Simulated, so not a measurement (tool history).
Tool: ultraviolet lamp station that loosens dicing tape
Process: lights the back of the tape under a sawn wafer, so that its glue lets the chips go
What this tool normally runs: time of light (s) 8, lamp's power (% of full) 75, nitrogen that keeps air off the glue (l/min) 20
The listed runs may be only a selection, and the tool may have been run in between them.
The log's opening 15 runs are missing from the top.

run   hour  time of light (s)  lamp's power (% of full)  nitrogen that keeps air off the glue (l/min)  force that peels the tape off (N)  light that reached the tape (mJ/cm2)
 16  407.8                  8                        75                                             9                              0.355                                   339
 17  435.1                  9                        75                                            20                              0.201                                   378
 18  466.9                 15                        75                                            20                              0.118                                   628
 19  487.8                  7                        75                                            14                              0.415                                   289
 20  514.5                  7                        75                                            14                              0.418                                   292
 21  542.9                  9                        75                                            14                              0.229                                   380
 22  566.4                  5                        75                                            20                              0.780                                   211
 23  602.9                  5                        75                                            20                              0.787                                   206
 24  636.7                  5                        75                                            20                              0.791                                   212
 25  669.4                  5                        75                                            20                              0.782                                   206
 26  692.8                  5                        75                                            20                              0.779                                   210
     695.8  -- window cleaned of glue's vapour
 27  723.6                  8                        75                                            26                              0.227                                   335
 28  750.5                 13                        66                                            37                              0.136                                   479
 29  785.9                 13                        66                                            37                              0.124                                   470
 30  815.4                  7                        66                                            27                              0.421                                   257
 31  849.4                  7                        66                                            27                              0.430                                   257

Consider 4 possible next runs. They are alternatives, not a sequence: every one starts from the tool as it was left by run 31. What does each give?
  A  871.6                 10                        63                                             8                                  ?                                     ?
  B  871.6                  7                        66                                             8                                  ?                                     ?
  C  871.6                 11                        66                                            12                                  ?                                     ?
  D  871.6                  5                        87                                             8                                  ?                                     ?

run  force that peels the tape off (N)  light that reached the tape (mJ/cm2)
  A                              0.382                                   353
  B                              0.781                                   258
  C                              0.205                                   402
  D                              0.891                                   240
What these runs would have given with no unlogged condition in the tool:
run  force that peels the tape off (N)  light that reached the tape (mJ/cm2)
  A                              0.381                                   354
  B                              0.778                                   259
  C                              0.204                                   402
  D                              0.888                                   240

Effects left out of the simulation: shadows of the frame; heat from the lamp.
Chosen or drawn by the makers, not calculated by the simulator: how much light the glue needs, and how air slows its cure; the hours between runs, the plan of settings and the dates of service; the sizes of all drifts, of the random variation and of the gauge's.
